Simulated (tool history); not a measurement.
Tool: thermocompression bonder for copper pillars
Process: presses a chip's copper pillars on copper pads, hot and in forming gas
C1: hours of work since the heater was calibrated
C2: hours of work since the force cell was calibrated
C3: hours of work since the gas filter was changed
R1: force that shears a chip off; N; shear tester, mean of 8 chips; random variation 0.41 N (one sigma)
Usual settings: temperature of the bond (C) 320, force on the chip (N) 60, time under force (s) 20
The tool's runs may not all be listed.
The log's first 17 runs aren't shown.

Run 18, day 22.492: usual settings but time under force (s) 15; C1 528; C2 400; C3 179. Result: R1 67 N.
Run 19, day 23.329: usual settings but time under force (s) 15; C1 542; C2 414; C3 193. Result: R1 66.8 N.
At day 24.217: forming gas filter changed.
Run 20, day 24.629: usual settings; C1 564; C2 436; C3 7. Result: R1 74.2 N.
Run 21, day 25.838: usual settings; C1 585; C2 457; C3 28. Result: R1 73.6 N.
Run 22, day 27.508: usual settings; C1 614; C2 486; C3 57. Result: R1 73.2 N.
Run 23, day 29.058: usual settings but temperature of the bond (C) 343, force on the chip (N) 69; C1 640; C2 513; C3 83. Result: R1 94.8 N.
Run 24, day 30.262: usual settings but temperature of the bond (C) 343, force on the chip (N) 72; C1 661; C2 533; C3 104. Result: R1 96.2 N.
Run 25, day 31.192: usual settings but temperature of the bond (C) 333, force on the chip (N) 85, time under force (s) 23; C1 677; C2 549; C3 120. Result: R1 96.9 N.
Run 26, day 32.242: usual settings but temperature of the bond (C) 333, time under force (s) 11; C1 695; C2 567; C3 138. Result: R1 69.7 N.
Run 27, day 33.688: usual settings but temperature of the bond (C) 333, time under force (s) 11; C1 720; C2 592; C3 163. Result: R1 69.7 N.
Run 28, day 34.496: usual settings but time under force (s) 43; C1 734; C2 606; C3 177. Result: R1 91.4 N.
Run 29, day 35.312: usual settings but temperature of the bond (C) 311, time under force (s) 30; C1 748; C2 620; C3 191. Result: R1 76.8 N.
Run 30, day 36.062: usual settings but temperature of the bond (C) 311, time under force (s) 30; C1 761; C2 633; C3 204. Result: R1 76.6 N.
At day 36.367: forming gas filter changed.
Run 31, day 37.646: usual settings but temperature of the bond (C) 328, force on the chip (N) 86; C1 788; C2 660; C3 22. Result: R1 92 N.
Run 32, day 38.508: usual settings but temperature of the bond (C) 316, force on the chip (N) 88; C1 803; C2 675; C3 37. Result: R1 83.9 N.
Run 33, day 39.275: usual settings but force on the chip (N) 43, time under force (s) 59; C1 816; C2 688; C3 50. Result: R1 88.1 N.
Run 34, day 40.854: usual settings but force on the chip (N) 43, time under force (s) 59; C1 843; C2 715; C3 77. Result: R1 88 N.
Run 35, day 41.988: usual settings but temperature of the bond (C) 293, force on the chip (N) 76, time under force (s) 59; C1 862; C2 735; C3 97. Result: R1 86.2 N.
Run 36, day 43.538: usual settings but temperature of the bond (C) 293, force on the chip (N) 76, time under force (s) 59; C1 889; C2 762; C3 123. Result: R1 87.1 N.
Run 37, day 44.829: usual settings but temperature of the bond (C) 341, force on the chip (N) 42, time under force (s) 16; C1 911; C2 784; C3 146. Result: R1 72.4 N.
Run 38, day 45.988: usual settings but temperature of the bond (C) 347, force on the chip (N) 41, time under force (s) 34; C1 931; C2 804; C3 166. Result: R1 93.8 N.
Run 39, day 47.062: usual settings but temperature of the bond (C) 347, force on the chip (N) 41, time under force (s) 10; C1 950; C2 822; C3 184. Result: R1 64.1 N.
At day 48.517: forming gas filter changed.
At day 48.733: heater calibrated with a thermocouple chip.
Run 40, day 48.792: usual settings but temperature of the bond (C) 291, force on the chip (N) 48, time under force (s) 22; C1 1; C2 850; C3 3. Result: R1 48.4 N.
Run 41, day 50.146: usual settings but temperature of the bond (C) 291, force on the chip (N) 48, time under force (s) 22; C1 24; C2 874; C3 27. Result: R1 48.5 N.

3 ways to go on from here, each from the tool as it stands after run 41. What would each give?
Run A, day 51.033: usual settings but temperature of the bond (C) 291; C1 40; C2 889; C3 42. Result: R1 ?.
Run B, day 51.033: usual settings but temperature of the bond (C) 311, force on the chip (N) 48, time under force (s) 35; C1 40; C2 889; C3 42. Result: R1 ?.
Run C, day 51.033: usual settings but temperature of the bond (C) 291, force on the chip (N) 70, time under force (s) 51; C1 40; C2 889; C3 42. Result: R1 ?.

run    R1
  A  52.3
  B  72.4
  C  78.9
Without the tool's hidden state the same runs would have given:
run    R1
  A  52.4
  B  72.5
  C    79
